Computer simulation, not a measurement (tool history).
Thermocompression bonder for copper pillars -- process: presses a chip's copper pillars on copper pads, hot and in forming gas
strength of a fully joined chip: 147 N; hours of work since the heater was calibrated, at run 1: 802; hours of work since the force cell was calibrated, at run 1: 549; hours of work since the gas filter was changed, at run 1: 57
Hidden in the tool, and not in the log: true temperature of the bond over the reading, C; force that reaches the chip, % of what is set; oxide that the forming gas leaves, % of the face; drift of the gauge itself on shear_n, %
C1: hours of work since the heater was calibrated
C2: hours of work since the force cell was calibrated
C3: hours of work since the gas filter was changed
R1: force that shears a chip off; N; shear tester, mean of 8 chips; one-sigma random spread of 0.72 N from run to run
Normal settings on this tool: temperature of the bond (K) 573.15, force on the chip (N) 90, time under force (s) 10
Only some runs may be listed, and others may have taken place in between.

run 1 day=0 | temperature_of_the_bond_(K)=573.15 force_on_the_chip_(N)=90 time_under_force_(s)=10 | C1=802 C2=549 C3=57 | R1=62.4
run 2 day=1.271 | temperature_of_the_bond_(K)=573.15 force_on_the_chip_(N)=90 time_under_force_(s)=10 | C1=822 C2=569 C3=77 | R1=61.7
run 3 day=2.188 | temperature_of_the_bond_(K)=573.15 force_on_the_chip_(N)=69 time_under_force_(s)=10 | C1=837 C2=584 C3=92 | R1=47.4
run 4 day=3.075 | temperature_of_the_bond_(K)=573.15 force_on_the_chip_(N)=69 time_under_force_(s)=10 | C1=852 C2=599 C3=106 | R1=47
run 5 day=3.788 | temperature_of_the_bond_(K)=573.15 force_on_the_chip_(N)=69 time_under_force_(s)=5 | C1=863 C2=610 C3=118 | R1=35.4
run 6 day=4.804 | temperature_of_the_bond_(K)=573.15 force_on_the_chip_(N)=69 time_under_force_(s)=5 | C1=880 C2=627 C3=134 | R1=36
run 7 day=5.362 | temperature_of_the_bond_(K)=573.15 force_on_the_chip_(N)=69 time_under_force_(s)=5 | C1=889 C2=636 C3=143 | R1=35
-- day=5.875 forming gas filter changed
run 8 day=5.946 | temperature_of_the_bond_(K)=573.15 force_on_the_chip_(N)=69 time_under_force_(s)=5 | C1=898 C2=645 C3=1 | R1=35.7
run 9 day=6.654 | temperature_of_the_bond_(K)=573.15 force_on_the_chip_(N)=90 time_under_force_(s)=10 | C1=909 C2=656 C3=13 | R1=62.5
run 10 day=7.262 | temperature_of_the_bond_(K)=573.15 force_on_the_chip_(N)=90 time_under_force_(s)=10 | C1=919 C2=666 C3=22 | R1=61.9
-- day=7.429 force cell calibrated
run 11 day=8.308 | temperature_of_the_bond_(K)=573.15 force_on_the_chip_(N)=90 time_under_force_(s)=7 | C1=935 C2=14 C3=38 | R1=54.3
run 12 day=9.142 | temperature_of_the_bond_(K)=573.15 force_on_the_chip_(N)=90 time_under_force_(s)=7 | C1=948 C2=28 C3=52 | R1=53.8
run 13 day=10.208 | temperature_of_the_bond_(K)=573.15 force_on_the_chip_(N)=90 time_under_force_(s)=7 | C1=966 C2=45 C3=69 | R1=52.9
run 14 day=11.238 | temperature_of_the_bond_(K)=555.15 force_on_the_chip_(N)=90 time_under_force_(s)=10 | C1=982 C2=62 C3=86 | R1=52.8
run 15 day=12.375 | temperature_of_the_bond_(K)=555.15 force_on_the_chip_(N)=90 time_under_force_(s)=10 | C1=1001 C2=80 C3=104 | R1=52
run 16 day=12.954 | temperature_of_the_bond_(K)=570.15 force_on_the_chip_(N)=90 time_under_force_(s)=10 | C1=1010 C2=89 C3=114 | R1=60.5
-- day=13.821 force cell calibrated, once more
run 17 day=14.154 | temperature_of_the_bond_(K)=573.15 force_on_the_chip_(N)=112 time_under_force_(s)=10 | C1=1029 C2=5 C3=132 | R1=71.9
run 18 day=15.004 | temperature_of_the_bond_(K)=573.15 force_on_the_chip_(N)=112 time_under_force_(s)=10 | C1=1042 C2=19 C3=146 | R1=71.8
-- day=15.358 forming gas filter changed
run 19 day=15.592 | temperature_of_the_bond_(K)=588.15 force_on_the_chip_(N)=108 time_under_force_(s)=7 | C1=1051 C2=28 C3=4 | R1=72.1
run 20 day=16.696 | temperature_of_the_bond_(K)=576.15 force_on_the_chip_(N)=90 time_under_force_(s)=25 | C1=1069 C2=46 C3=22 | R1=85.9
run 21 day=17.8 | temperature_of_the_bond_(K)=576.15 force_on_the_chip_(N)=90 time_under_force_(s)=25 | C1=1087 C2=64 C3=40 | R1=83.5
run 22 day=19.017 | temperature_of_the_bond_(K)=545.15 force_on_the_chip_(N)=62 time_under_force_(s)=16 | C1=1107 C2=84 C3=59 | R1=38.6
run 23 day=19.871 | temperature_of_the_bond_(K)=548.15 force_on_the_chip_(N)=60 time_under_force_(s)=6 | C1=1121 C2=98 C3=73 | R1=25.1
run 24 day=21.167 | temperature_of_the_bond_(K)=547.15 force_on_the_chip_(N)=90 time_under_force_(s)=20 | C1=1142 C2=119 C3=94 | R1=61
run 25 day=21.767 | temperature_of_the_bond_(K)=547.15 force_on_the_chip_(N)=90 time_under_force_(s)=20 | C1=1151 C2=128 C3=104 | R1=59.8
run 26 day=22.875 | temperature_of_the_bond_(K)=592.15 force_on_the_chip_(N)=59 time_under_force_(s)=16 | C1=1169 C2=146 C3=122 | R1=55.9
run 27 day=23.975 | temperature_of_the_bond_(K)=555.15 force_on_the_chip_(N)=90 time_under_force_(s)=10 | C1=1187 C2=164 C3=139 | R1=50.7
-- day=24.667 forming gas filter changed
run 28 day=24.912 | temperature_of_the_bond_(K)=566.15 force_on_the_chip_(N)=90 time_under_force_(s)=10 | C1=1202 C2=179 C3=4 | R1=57.5
run 29 day=25.612 | temperature_of_the_bond_(K)=566.15 force_on_the_chip_(N)=90 time_under_force_(s)=10 | C1=1213 C2=190 C3=15 | R1=57
run 30 day=26.712 | temperature_of_the_bond_(K)=570.15 force_on_the_chip_(N)=109 time_under_force_(s)=10 | C1=1231 C2=208 C3=33 | R1=71.2
run 31 day=27.25 | temperature_of_the_bond_(K)=570.15 force_on_the_chip_(N)=109 time_under_force_(s)=10 | C1=1240 C2=217 C3=42 | R1=70.6

What if the next run were any one of these 4? Each begins from the tool's condition after run 31:
run A day=28.379 | temperature_of_the_bond_(K)=570.15 force_on_the_chip_(N)=96 time_under_force_(s)=6 | C1=1258 C2=235 C3=60 | R1=?
run B day=28.379 | temperature_of_the_bond_(K)=585.15 force_on_the_chip_(N)=61 time_under_force_(s)=10 | C1=1258 C2=235 C3=60 | R1=?
run C day=28.379 | temperature_of_the_bond_(K)=575.15 force_on_the_chip_(N)=55 time_under_force_(s)=11 | C1=1258 C2=235 C3=60 | R1=?
run D day=28.379 | temperature_of_the_bond_(K)=601.15 force_on_the_chip_(N)=94 time_under_force_(s)=10 | C1=1258 C2=235 C3=60 | R1=?

run=A R1=50.5
run=B R1=45.2
run=C R1=38.8
run=D R1=77.7
Had the tool no hidden state, the same runs would have come out as:
run=A R1=54.5
run=B R1=48.7
run=C R1=42
run=D R1=82.3
